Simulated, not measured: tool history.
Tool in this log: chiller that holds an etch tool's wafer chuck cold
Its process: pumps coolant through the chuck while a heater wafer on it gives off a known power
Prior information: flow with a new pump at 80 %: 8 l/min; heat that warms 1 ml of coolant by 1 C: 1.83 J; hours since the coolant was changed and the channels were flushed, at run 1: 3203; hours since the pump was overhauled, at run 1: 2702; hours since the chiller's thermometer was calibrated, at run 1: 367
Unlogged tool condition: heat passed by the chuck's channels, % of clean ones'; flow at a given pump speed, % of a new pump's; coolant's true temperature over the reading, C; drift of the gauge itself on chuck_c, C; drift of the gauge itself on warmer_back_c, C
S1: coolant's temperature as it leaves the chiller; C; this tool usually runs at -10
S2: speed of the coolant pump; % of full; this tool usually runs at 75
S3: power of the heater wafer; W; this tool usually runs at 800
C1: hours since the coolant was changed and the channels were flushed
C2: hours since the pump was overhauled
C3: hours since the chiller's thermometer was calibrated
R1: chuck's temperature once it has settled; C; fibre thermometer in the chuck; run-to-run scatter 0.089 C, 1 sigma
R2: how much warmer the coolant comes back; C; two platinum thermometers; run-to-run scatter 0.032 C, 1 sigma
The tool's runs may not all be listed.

{"run": 1, "hour": 0.0, "S1": -10, "S2": 75, "S3": 800, "C1": 3203, "C2": 2702, "C3": 367, "R1": -2.81, "R2": 3.57}
{"run": 2, "hour": 54.4, "S1": -10, "S2": 75, "S3": 800, "C1": 3258, "C2": 2756, "C3": 421, "R1": -2.87, "R2": 3.48}
{"run": 3, "hour": 107.1, "S1": -10, "S2": 75, "S3": 800, "C1": 3310, "C2": 2809, "C3": 474, "R1": -2.81, "R2": 3.58}
{"run": 4, "hour": 139.7, "S1": -10, "S2": 75, "S3": 800, "C1": 3343, "C2": 2841, "C3": 506, "R1": -2.83, "R2": 3.48}
{"run": 5, "hour": 179.5, "S1": -10, "S2": 75, "S3": 800, "C1": 3383, "C2": 2881, "C3": 546, "R1": -2.86, "R2": 3.5}
{"run": 6, "hour": 258.3, "S1": -10, "S2": 75, "S3": 800, "C1": 3462, "C2": 2960, "C3": 625, "R1": -2.87, "R2": 3.55}
{"run": 7, "hour": 322.9, "S1": -10, "S2": 75, "S3": 800, "C1": 3526, "C2": 3025, "C3": 690, "R1": -2.73, "R2": 3.59}
{"run": 8, "hour": 402.3, "S1": -10, "S2": 75, "S3": 800, "C1": 3606, "C2": 3104, "C3": 769, "R1": -2.73, "R2": 3.5}
{"run": 9, "hour": 479.8, "S1": -10, "S2": 75, "S3": 800, "C1": 3683, "C2": 3181, "C3": 847, "R1": -2.51, "R2": 3.47}
{"run": 10, "hour": 544.0, "S1": -14, "S2": 75, "S3": 800, "C1": 3747, "C2": 3246, "C3": 911, "R1": -6.6, "R2": 3.53}
{"run": 11, "hour": 617.5, "S1": -14, "S2": 75, "S3": 800, "C1": 3821, "C2": 3319, "C3": 984, "R1": -6.63, "R2": 3.55}
{"run": 12, "hour": 689.5, "S1": -14, "S2": 75, "S3": 800, "C1": 3893, "C2": 3391, "C3": 1056, "R1": -6.52, "R2": 3.52}
{"hour": 722.7, "done": "gauge calibrated"}
{"run": 13, "hour": 762.8, "S1": -14, "S2": 75, "S3": 800, "C1": 3966, "C2": 3464, "C3": 1129, "R1": -7.05, "R2": 3.54}
{"run": 14, "hour": 833.8, "S1": -10, "S2": 75, "S3": 800, "C1": 4037, "C2": 3535, "C3": 1200, "R1": -2.91, "R2": 3.52}
{"run": 15, "hour": 892.2, "S1": -10, "S2": 75, "S3": 800, "C1": 4096, "C2": 3594, "C3": 1259, "R1": -2.8, "R2": 3.53}
{"run": 16, "hour": 970.5, "S1": -10, "S2": 75, "S3": 800, "C1": 4174, "C2": 3672, "C3": 1337, "R1": -2.83, "R2": 3.56}
{"run": 17, "hour": 1016.1, "S1": -10, "S2": 75, "S3": 800, "C1": 4219, "C2": 3718, "C3": 1383, "R1": -2.73, "R2": 3.49}
{"run": 18, "hour": 1057.2, "S1": -14, "S2": 75, "S3": 893, "C1": 4261, "C2": 3759, "C3": 1424, "R1": -5.87, "R2": 3.94}
{"run": 19, "hour": 1117.6, "S1": -7, "S2": 96, "S3": 991, "C1": 4321, "C2": 3819, "C3": 1484, "R1": 0.44, "R2": 3.32}
{"run": 20, "hour": 1162.1, "S1": -14, "S2": 68, "S3": 471, "C1": 4365, "C2": 3864, "C3": 1529, "R1": -9.28, "R2": 2.32}
{"run": 21, "hour": 1232.7, "S1": -14, "S2": 93, "S3": 949, "C1": 4436, "C2": 3934, "C3": 1599, "R1": -6.46, "R2": 3.32}
{"run": 22, "hour": 1312.0, "S1": -14, "S2": 93, "S3": 949, "C1": 4515, "C2": 4014, "C3": 1679, "R1": -6.57, "R2": 3.25}
{"run": 23, "hour": 1344.5, "S1": -14, "S2": 93, "S3": 949, "C1": 4548, "C2": 4046, "C3": 1711, "R1": -6.59, "R2": 3.34}
{"run": 24, "hour": 1398.8, "S1": -8, "S2": 93, "S3": 692, "C1": 4602, "C2": 4100, "C3": 1765, "R1": -2.5, "R2": 2.42}
{"run": 25, "hour": 1466.0, "S1": -8, "S2": 93, "S3": 692, "C1": 4669, "C2": 4168, "C3": 1833, "R1": -2.56, "R2": 2.51}
{"run": 26, "hour": 1526.5, "S1": -8, "S2": 74, "S3": 473, "C1": 4730, "C2": 4228, "C3": 1893, "R1": -3.15, "R2": 2.09}
{"run": 27, "hour": 1595.1, "S1": -8, "S2": 74, "S3": 473, "C1": 4798, "C2": 4297, "C3": 1962, "R1": -3.29, "R2": 2.15}
{"run": 28, "hour": 1638.7, "S1": -18, "S2": 75, "S3": 697, "C1": 4842, "C2": 4340, "C3": 2005, "R1": -11.32, "R2": 3.07}
{"run": 29, "hour": 1716.2, "S1": -18, "S2": 75, "S3": 697, "C1": 4920, "C2": 4418, "C3": 2083, "R1": -11.3, "R2": 3.05}
{"run": 30, "hour": 1758.8, "S1": -19, "S2": 73, "S3": 417, "C1": 4962, "C2": 4460, "C3": 2125, "R1": -14.64, "R2": 1.95}
{"hour": 1779.4, "done": "gauge calibrated"}
{"run": 31, "hour": 1838.0, "S1": -9, "S2": 81, "S3": 800, "C1": 5041, "C2": 4540, "C3": 2205, "R1": -2.35, "R2": 3.21}
{"run": 32, "hour": 1892.5, "S1": -12, "S2": 95, "S3": 757, "C1": 5096, "C2": 4594, "C3": 2259, "R1": -6.41, "R2": 2.54}
{"run": 33, "hour": 1973.0, "S1": -18, "S2": 95, "S3": 652, "C1": 5176, "C2": 4675, "C3": 2340, "R1": -13.07, "R2": 2.18}

Below are 3 alternative next runs, each starting from the tool's condition after run 33. Predict each:
{"run": "A", "hour": 2037.3, "S1": -15, "S2": 70, "S3": 604, "C1": 5241, "C2": 4739, "C3": 2404, "R1": "?", "R2": "?"}
{"run": "B", "hour": 2037.3, "S1": -18, "S2": 72, "S3": 800, "C1": 5241, "C2": 4739, "C3": 2404, "R1": "?", "R2": "?"}
{"run": "C", "hour": 2037.3, "S1": -10, "S2": 70, "S3": 730, "C1": 5241, "C2": 4739, "C3": 2404, "R1": "?", "R2": "?"}

run=A R1=-9.17 R2=2.85
run=B R1=-10.45 R2=3.78
run=C R1=-2.64 R2=3.47
With the hidden condition removed and each run's random variation left untouched, the same runs would have given:
run=A R1=-9.36 R2=2.84
run=B R1=-10.65 R2=3.77
run=C R1=-2.84 R2=3.46
